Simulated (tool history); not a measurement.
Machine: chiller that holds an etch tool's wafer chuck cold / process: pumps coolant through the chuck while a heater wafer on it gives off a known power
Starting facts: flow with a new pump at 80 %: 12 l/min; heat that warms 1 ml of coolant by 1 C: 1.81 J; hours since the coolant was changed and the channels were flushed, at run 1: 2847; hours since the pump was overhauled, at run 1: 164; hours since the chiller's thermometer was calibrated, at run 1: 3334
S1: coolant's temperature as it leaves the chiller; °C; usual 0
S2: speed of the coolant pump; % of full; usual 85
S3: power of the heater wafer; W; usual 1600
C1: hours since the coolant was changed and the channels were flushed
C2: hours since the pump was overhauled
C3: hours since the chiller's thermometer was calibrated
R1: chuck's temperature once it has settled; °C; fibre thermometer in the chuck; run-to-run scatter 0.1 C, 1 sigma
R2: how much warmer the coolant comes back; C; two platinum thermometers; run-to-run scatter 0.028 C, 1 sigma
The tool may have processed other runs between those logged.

run    hour  S1  S2    S3    C1    C2    C3    R1    R2
  1       0   0  85  1600  2847   164  3334  17.8  4.16
  2   173.2   4  85  1600  3020   337  3507  21.8  4.18
  3   340.1   4  85  1600  3187   504  3674  21.9  4.14
      450.3  -- chiller's thermometer calibrated
  4   508.8   0  85  1600  3355   672    59  17.5  4.15
  5   606.3   0  85  1600  3452   769   156  17.3  4.17
  6   781.4   0  85  1600  3627   944   331  17.6  4.17
  7   872.7  -2  85  1600  3719  1036   422  15.8  4.21
  8  1019.9  -2  85  1153  3866  1183   570  10.7  2.97
  9  1155.7  -2  85  1153  4002  1319   705    11  2.99
 10    1280  -2  85  1153  4126  1443   830  10.9  3.05
 11  1391.9   3  85  1600  4238  1555   942    21  4.15
     1410.2  -- coolant pump overhauled
 12  1566.8   0  88  1600  4408   157  1112  17.7  4.13
 13  1668.7   3  85  1600  4510   258  1213  21.2  4.29
       1717  -- coolant pump overhauled, once more
 14  1808.5   3  85  1600  4645    91  1348  20.8  4.16
 15  1896.2   3  85  1600  4732   179  1436  21.3  4.14
 16  2085.1   2  85  1600  4921   368  1625  20.4  4.15
 17  2248.1   2  85  1571  5084   531  1788  20.3  4.09
 18  2414.6   2  85  1571  5251   698  1954  20.1  4.13
 19  2520.1   2  85  1571  5356   803  2060  20.1  4.07
 20  2634.1   2  67  1571  5470   917  2174    23  5.29
 21  2743.2  -3  65   814  5579  1026  2283   8.4  2.86
 22  2953.9  -2  65  1979  5790  1237  2494  25.2  6.92
     3006.1  -- coolant changed, channels flushed
 23  3133.9   2  85  1600   128  1411  2668  19.1  4.12
 24  3288.4  -3  84  1600   282  1565  2822  14.3  4.24
 25  3393.1   3  77  1600   387  1670  2927  21.2  4.67
 26  3505.9  -4  85  1575   500  1783  3040    13  4.15
 27  3653.2   0  70  1032   647  1930  3187  12.7  3.37
 28  3789.3   0  60  2276   783  2066  3323  30.3  8.71
 29  3920.1   0  60  2276   914  2197  3454  30.5  8.73
 30  4121.1  -9  85  1313  1115  2398  3655   5.5  3.48
     4249.7  -- chiller's thermometer calibrated
 31  4251.2   3  86  1313  1244  2527     2  16.7   3.4

5 ways to go on from here, each from the tool as it stands after run 31. What would each give?
  A  4377.2   1  76  1313  1370  2653  128   ?   ?
  B  4377.2   7  85  1600  1370  2653  128   ?   ?
  C  4377.2   4  62  1600  1370  2653  128   ?   ?
  D  4377.2  -1  84   867  1370  2653  128   ?   ?
  E  4377.2   3  86  1424  1370  2653  128   ?   ?

run    R1    R2
  A  15.8  3.92
  B    24  4.25
  C  24.4  5.96
  D   8.3  2.31
  E  17.9  3.77
Without the tool's hidden state the same runs would have given:
run    R1    R2
  A  15.2  3.81
  B  23.3  4.13
  C  23.6  5.79
  D   7.9  2.24
  E  17.3  3.66

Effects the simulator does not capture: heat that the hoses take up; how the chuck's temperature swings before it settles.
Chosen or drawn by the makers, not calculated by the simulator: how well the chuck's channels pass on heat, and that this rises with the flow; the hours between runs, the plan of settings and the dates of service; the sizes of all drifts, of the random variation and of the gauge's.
